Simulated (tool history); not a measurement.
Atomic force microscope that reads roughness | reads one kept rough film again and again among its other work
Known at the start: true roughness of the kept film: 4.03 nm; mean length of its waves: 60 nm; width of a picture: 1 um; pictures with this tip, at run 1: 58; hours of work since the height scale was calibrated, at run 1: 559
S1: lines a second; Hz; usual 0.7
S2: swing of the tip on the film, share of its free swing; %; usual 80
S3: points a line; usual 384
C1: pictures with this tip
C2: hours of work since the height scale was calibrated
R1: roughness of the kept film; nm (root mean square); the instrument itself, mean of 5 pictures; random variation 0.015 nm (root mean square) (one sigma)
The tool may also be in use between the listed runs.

| run | hour | S1 | S2 | S3 | C1 | C2 | R1 |
|---|---|---|---|---|---|---|---|
| 1 | 0 | 0.7 | 80 | 384 | 58 | 559 | 3.619 |
| 2 | 24.9 | 3.494 | 80 | 384 | 82 | 570 | 3.145 |
|  | 36 | new tip fitted |
| 3 | 64.5 | 3.973 | 80 | 384 | 27 | 586 | 3.206 |
| 4 | 103.3 | 0.7 | 80 | 384 | 65 | 603 | 3.635 |
|  | 130.1 | new tip fitted |
| 5 | 136.3 | 0.7 | 80 | 384 | 6 | 617 | 3.755 |
| 6 | 165 | 0.7 | 80 | 384 | 33 | 629 | 3.706 |
| 7 | 205.3 | 0.7 | 77 | 384 | 72 | 646 | 3.635 |
|  | 225 | new tip fitted |
| 8 | 245.1 | 0.7 | 80 | 384 | 20 | 663 | 3.742 |
| 9 | 278.3 | 0.7 | 80 | 384 | 51 | 677 | 3.641 |
| 10 | 304.6 | 0.7 | 80 | 384 | 77 | 688 | 3.591 |
|  | 321.2 | new tip fitted |
| 11 | 338.1 | 1.048 | 80 | 384 | 16 | 702 | 3.71 |
| 12 | 363.6 | 1.048 | 80 | 461 | 41 | 713 | 3.622 |
|  | 367.4 | height scale calibrated on a step standard |
| 13 | 409 | 1.048 | 80 | 461 | 83 | 18 | 3.529 |
|  | 416.8 | new tip fitted |
| 14 | 452.3 | 1.965 | 59 | 293 | 34 | 36 | 3.749 |
|  | 481.9 | height scale calibrated on a step standard, once more |
| 15 | 488.2 | 1.965 | 59 | 970 | 68 | 3 | 3.612 |
|  | 512.9 | new tip fitted |
| 16 | 517.3 | 1.965 | 59 | 970 | 4 | 15 | 3.798 |
| 17 | 567.9 | 2.999 | 56 | 301 | 53 | 36 | 3.63 |
|  | 608.8 | new tip fitted |
| 18 | 614.3 | 0.63 | 75 | 384 | 6 | 56 | 3.778 |
| 19 | 652.5 | 0.63 | 75 | 384 | 42 | 72 | 3.688 |
|  | 703.5 | new tip fitted |
| 20 | 703.5 | 3.513 | 74 | 709 | 0 | 93 | 3.447 |
| 21 | 752.3 | 0.767 | 83 | 384 | 46 | 114 | 3.608 |
| 22 | 787.6 | 0.521 | 80 | 954 | 80 | 129 | 3.636 |
|  | 799.6 | new tip fitted |
| 23 | 839.1 | 0.7 | 55 | 263 | 38 | 151 | 3.754 |

Forecast each of these 4 alternatives for the next run:
|  | 894.1 | new tip fitted |
| A | 894.1 | 1.373 | 78 | 576 | 0 | 174 | ? |
|  | 894.1 | new tip fitted |
| B | 894.1 | 2.859 | 71 | 522 | 0 | 174 | ? |
|  | 894.1 | new tip fitted |
| C | 894.1 | 1.142 | 80 | 384 | 0 | 174 | ? |
|  | 894.1 | new tip fitted |
| D | 894.1 | 0.7 | 66 | 384 | 0 | 174 | ? |

| run | R1 |
|---|---|
| A | 3.66 |
| B | 3.577 |
| C | 3.691 |
| D | 3.858 |
Without the tool's hidden state the same runs would have given:
| run | R1 |
|---|---|
| A | 3.657 |
| B | 3.574 |
| C | 3.687 |
| D | 3.855 |

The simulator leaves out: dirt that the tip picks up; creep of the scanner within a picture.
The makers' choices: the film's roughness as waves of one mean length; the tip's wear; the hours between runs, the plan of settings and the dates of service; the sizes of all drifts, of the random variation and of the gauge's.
